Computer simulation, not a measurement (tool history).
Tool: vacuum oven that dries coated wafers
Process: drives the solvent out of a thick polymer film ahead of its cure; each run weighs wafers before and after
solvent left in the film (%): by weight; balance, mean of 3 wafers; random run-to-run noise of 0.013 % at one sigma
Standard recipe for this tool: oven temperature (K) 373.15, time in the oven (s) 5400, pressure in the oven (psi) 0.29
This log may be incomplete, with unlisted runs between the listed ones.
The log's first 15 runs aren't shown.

run	hour	oven temperature (K)	time in the oven (s)	pressure in the oven (psi)	hours of work since the thermocouples were calibrated	hours of work since the vacuum gauge was cleaned of residue	solvent left in the film (%)
16	296.7	373.15	5400	0.793	77	381	5.12
17	320.8	373.15	5400	0.793	93	397	5.15
18	343.8	373.15	5400	0.793	109	412	5.13
19	358.8	373.15	7140	0.883	118	422	4.68
20	378.7	383.15	3360	0.278	132	436	3.14
21	400.2	377.15	3360	0.265	146	450	4.36
22	425.6	370.15	5400	0.29	163	467	3.8
23	446	370.15	5400	0.29	176	480	3.82
24	461.5	370.15	5400	0.29	187	491	3.81
25	478.2	370.15	5400	0.29	198	502	3.81
26	492.2	370.15	5400	0.29	207	511	3.81
27	507.4	388.15	5400	0.29	217	521	1.15
28	533.4	386.15	8100	1.088	234	538	3.1
29	555.6	366.15	4800	0.29	249	553	5.38
30	578.5	368.15	6300	0.29	264	568	3.61
31	603.9	374.15	7020	0.29	281	585	2.15
32	621.2	374.15	7020	0.29	293	597	2.16
33	635	375.15	8280	0.162	302	606	1.22
34	656.1	367.15	6420	0.412	316	620	4.29
35	672.3	373.15	3480	0.901	327	631	7.24

4 ways to go on from here, each from the tool as it stands after run 35. What would each give?
A	695.2	360.15	3960	0.29	342	646	?
B	695.2	386.15	5400	0.598	342	646	?
C	695.2	363.15	4320	0.283	342	646	?
D	695.2	362.15	3480	0.323	342	646	?

run	solvent left in the film (%)
A	8.11
B	2.11
C	6.7
D	8.38
What these runs would have given with no unlogged condition in the tool:
run	solvent left in the film (%)
A	8.35
B	2.17
C	6.94
D	8.63
